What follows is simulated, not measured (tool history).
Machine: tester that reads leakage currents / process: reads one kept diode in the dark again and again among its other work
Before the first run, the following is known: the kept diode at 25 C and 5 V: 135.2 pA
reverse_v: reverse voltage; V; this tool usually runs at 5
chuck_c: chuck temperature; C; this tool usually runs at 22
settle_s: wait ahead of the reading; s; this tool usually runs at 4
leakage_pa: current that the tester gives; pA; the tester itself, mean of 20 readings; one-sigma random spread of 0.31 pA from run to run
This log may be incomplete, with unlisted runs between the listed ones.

run 1 hour=0 | reverse_v=5 chuck_c=22 settle_s=4 | leakage_pa=101.27
run 2 hour=58.6 | reverse_v=5 chuck_c=22 settle_s=4 | leakage_pa=101.56
run 3 hour=138 | reverse_v=5 chuck_c=22 settle_s=4 | leakage_pa=100.77
run 4 hour=189.9 | reverse_v=5 chuck_c=22 settle_s=4 | leakage_pa=101.32
run 5 hour=249.2 | reverse_v=5 chuck_c=22 settle_s=1.13 | leakage_pa=102.15
run 6 hour=292.2 | reverse_v=5 chuck_c=29 settle_s=1.13 | leakage_pa=197.96
run 7 hour=358 | reverse_v=5 chuck_c=29 settle_s=1.13 | leakage_pa=198.58
run 8 hour=425.5 | reverse_v=5 chuck_c=22 settle_s=4 | leakage_pa=101.75
run 9 hour=476 | reverse_v=5 chuck_c=22 settle_s=4 | leakage_pa=101.53
run 10 hour=544.5 | reverse_v=5 chuck_c=22 settle_s=4 | leakage_pa=101.7
run 11 hour=620.5 | reverse_v=1.49 chuck_c=22 settle_s=4 | leakage_pa=55.76
run 12 hour=687.8 | reverse_v=5 chuck_c=22 settle_s=4 | leakage_pa=101.37
run 13 hour=763.4 | reverse_v=5 chuck_c=22 settle_s=4 | leakage_pa=101.7
-- hour=805 chuck's temperature calibrated
run 14 hour=838.6 | reverse_v=5 chuck_c=24 settle_s=4 | leakage_pa=123.44
run 15 hour=891 | reverse_v=7 chuck_c=23 settle_s=0.35 | leakage_pa=137.47
run 16 hour=941.7 | reverse_v=3.03 chuck_c=60 settle_s=6.51 | leakage_pa=2147.57
run 17 hour=982.9 | reverse_v=3.03 chuck_c=60 settle_s=6.51 | leakage_pa=2155.02
run 18 hour=1029.1 | reverse_v=5.12 chuck_c=22 settle_s=3.29 | leakage_pa=102.65
run 19 hour=1081.7 | reverse_v=7.15 chuck_c=51 settle_s=1.78 | leakage_pa=1610.08
-- hour=1107.7 probe card cleaned and baked
run 20 hour=1152.5 | reverse_v=2.58 chuck_c=39 settle_s=0.38 | leakage_pa=358.04
run 21 hour=1193.3 | reverse_v=3.13 chuck_c=44 settle_s=0.38 | leakage_pa=600.43
run 22 hour=1258 | reverse_v=3.13 chuck_c=44 settle_s=0.38 | leakage_pa=600.04
run 23 hour=1337.2 | reverse_v=3.13 chuck_c=44 settle_s=0.38 | leakage_pa=602.1
run 24 hour=1398.7 | reverse_v=3.13 chuck_c=44 settle_s=0.38 | leakage_pa=604.23
run 25 hour=1456.7 | reverse_v=2.08 chuck_c=31 settle_s=0.38 | leakage_pa=155.62

Estimate the outcome of run 26 from the log above:
run 26 hour=1514.7 | reverse_v=14.95 chuck_c=53 settle_s=5.36 | leakage_pa=?

{"run 26": {"leakage_pa": 2701.54}}
If the tool had no hidden condition, the same run with the same run-to-run variation would have returned leakage_pa 2705.67 pA.
